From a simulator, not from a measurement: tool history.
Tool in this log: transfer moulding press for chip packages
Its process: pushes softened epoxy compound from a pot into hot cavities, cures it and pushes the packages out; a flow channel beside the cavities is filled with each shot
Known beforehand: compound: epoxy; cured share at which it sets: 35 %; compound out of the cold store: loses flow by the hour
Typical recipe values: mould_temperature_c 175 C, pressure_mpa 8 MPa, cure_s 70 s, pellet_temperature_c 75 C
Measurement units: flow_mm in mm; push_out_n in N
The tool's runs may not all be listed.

run	day	mould_temperature_c	pressure_mpa	cure_s	pellet_temperature_c	incoming compound's hours out of the cold store	flow_mm	push_out_n
1	0	175	8	70	75	45.1	711	620
2	2.112	175	8	70	77	42.1	709	1024
# day 2.704: cavities cleaned with cleaning compound and waxed
3	3.288	175	8	70	77	10.9	756	747
4	4.912	175	8	70	77	43.3	696	994
# day 5.367: cavities cleaned with cleaning compound and waxed
5	7.262	175	8	70	77	37.6	696	944
# day 7.917: plunger's sealing rings changed
# day 8.071: cavities cleaned with cleaning compound and waxed
6	9.654	175	9.99	70	75	41.4	816	944
# day 10.658: cavities cleaned with cleaning compound and waxed
7	11.125	175	8	54	75	23.3	749	1445
8	12.3	175	8	54	75	18.2	759	1817
# day 13.258: cavities cleaned with cleaning compound and waxed
9	13.438	175	6.25	70	75	36	632	677
10	15.192	175	8.79	63	72	22.8	777	1285
# day 15.85: cavities cleaned with cleaning compound and waxed
11	17.154	175	8.79	63	72	31.1	744	1123
# day 18.525: cavities cleaned with cleaning compound and waxed
12	18.896	175	7.16	97	75	10	702	543
# day 19.275: plunger's sealing rings changed
# day 21.275: cavities cleaned with cleaning compound and waxed
13	21.392	175	7.16	97	75	10.7	725	482
14	22.55	175	7.16	97	75	43.9	678	660
# day 23.242: mould's thermocouples calibrated
# day 23.996: cavities cleaned with cleaning compound and waxed
15	24.071	175	9.26	52	78	19.4	821	1318
16	26.296	175	9.26	52	78	34.6	765	2076
# day 26.667: cavities cleaned with cleaning compound and waxed
17	27.325	168	7.21	67	75	42.2	697	1390
# day 29.329: cavities cleaned with cleaning compound and waxed
18	29.471	178	7.94	70	75	25.4	700	555

What if the next run were any one of these 3? Each begins from the tool's condition after run 18:
# day 30.746: plunger's sealing rings changed
A	31.267	174	7.94	69	71	44	?	?
# day 30.746: plunger's sealing rings changed
B	31.267	178	8.3	70	75	20.1	?	?
# day 30.746: plunger's sealing rings changed
C	31.267	175	6.64	67	68	25.7	?	?

run	flow_mm	push_out_n
A	730	1032
B	777	844
C	690	1101
Take away the tool's hidden state, keep each run's random variation, and the runs would have read:
run	flow_mm	push_out_n
A	733	633
B	779	527
C	692	676
